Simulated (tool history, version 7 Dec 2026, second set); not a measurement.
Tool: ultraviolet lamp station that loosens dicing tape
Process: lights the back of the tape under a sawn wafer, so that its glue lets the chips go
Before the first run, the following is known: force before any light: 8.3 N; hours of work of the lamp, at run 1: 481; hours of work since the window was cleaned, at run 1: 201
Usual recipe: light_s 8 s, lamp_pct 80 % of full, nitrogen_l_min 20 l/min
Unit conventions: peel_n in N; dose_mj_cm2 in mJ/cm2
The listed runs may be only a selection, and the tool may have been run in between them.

| run | day | light_s | lamp_pct | nitrogen_l_min | hours of work of the lamp | hours of work since the window was cleaned | peel_n | dose_mj_cm2 |
|---|---|---|---|---|---|---|---|---|
| 1 | 0 | 8 | 80 | 20 | 481 | 201 | 0.561 | 313 |
| 2 | 2.479 | 8 | 80 | 20 | 507 | 227 | 0.624 | 308 |
|  | 3.883 | window cleaned of glue's vapour |
| 3 | 4 | 8 | 80 | 20 | 523 | 1 | 0.459 | 342 |
| 4 | 5.688 | 8 | 80 | 20 | 541 | 19 | 0.475 | 337 |
| 5 | 8.85 | 8 | 80 | 12 | 575 | 52 | 0.727 | 328 |
| 6 | 11.567 | 11 | 80 | 20 | 603 | 81 | 0.211 | 446 |
| 7 | 13.188 | 11 | 80 | 20 | 620 | 98 | 0.22 | 442 |
| 8 | 14.767 | 8 | 80 | 20 | 637 | 115 | 0.556 | 319 |
| 9 | 17.383 | 8 | 80 | 21 | 665 | 143 | 0.572 | 321 |
| 10 | 20.275 | 10 | 80 | 20 | 695 | 173 | 0.333 | 387 |
| 11 | 21.908 | 8 | 65 | 20 | 713 | 191 | 1.019 | 247 |
| 12 | 23.7 | 8 | 65 | 20 | 732 | 209 | 1.022 | 249 |
| 13 | 26.104 | 8 | 65 | 20 | 757 | 235 | 1.038 | 237 |
|  | 26.733 | window cleaned of glue's vapour |
| 14 | 29.583 | 8 | 82 | 20 | 794 | 30 | 0.513 | 329 |
| 15 | 31.954 | 11 | 82 | 16 | 819 | 55 | 0.277 | 448 |
| 16 | 34.925 | 5 | 80 | 20 | 850 | 87 | 1.527 | 193 |
| 17 | 37.771 | 8 | 68 | 20 | 880 | 117 | 0.9 | 259 |
| 18 | 40.4 | 8 | 68 | 20 | 908 | 144 | 0.933 | 261 |
| 19 | 43.271 | 8 | 69 | 23 | 938 | 175 | 0.869 | 256 |
| 20 | 46.667 | 6 | 80 | 20 | 974 | 211 | 1.271 | 216 |
| 21 | 49.479 | 6 | 80 | 20 | 1004 | 240 | 1.332 | 212 |
|  | 49.7 | window cleaned of glue's vapour |
| 22 | 52.7 | 8 | 66 | 20 | 1038 | 32 | 0.919 | 258 |
| 23 | 54.654 | 8 | 66 | 20 | 1058 | 52 | 0.934 | 256 |
| 24 | 56.579 | 16 | 68 | 16 | 1079 | 73 | 0.186 | 519 |
| 25 | 59.021 | 8 | 68 | 20 | 1104 | 99 | 0.947 | 259 |
| 26 | 61.175 | 5 | 90 | 9 | 1127 | 121 | 1.961 | 208 |
| 27 | 64.346 | 5 | 77 | 16 | 1161 | 155 | 1.965 | 175 |

3 options for the next run, each taken on its own from the tool as it stands now. Forecast them:
| A | 65.854 | 6 | 95 | 26 | 1177 | 171 | ? | ? |
| B | 65.854 | 9 | 77 | 33 | 1177 | 171 | ? | ? |
| C | 65.854 | 6 | 81 | 24 | 1177 | 171 | ? | ? |

| run | peel_n | dose_mj_cm2 |
|---|---|---|
| A | 0.805 | 252 |
| B | 0.437 | 317 |
| C | 1.153 | 218 |
With no hidden state in the tool, these same runs would have given:
| run | peel_n | dose_mj_cm2 |
|---|---|---|
| A | 0.435 | 324 |
| B | 0.214 | 404 |
| C | 0.678 | 280 |
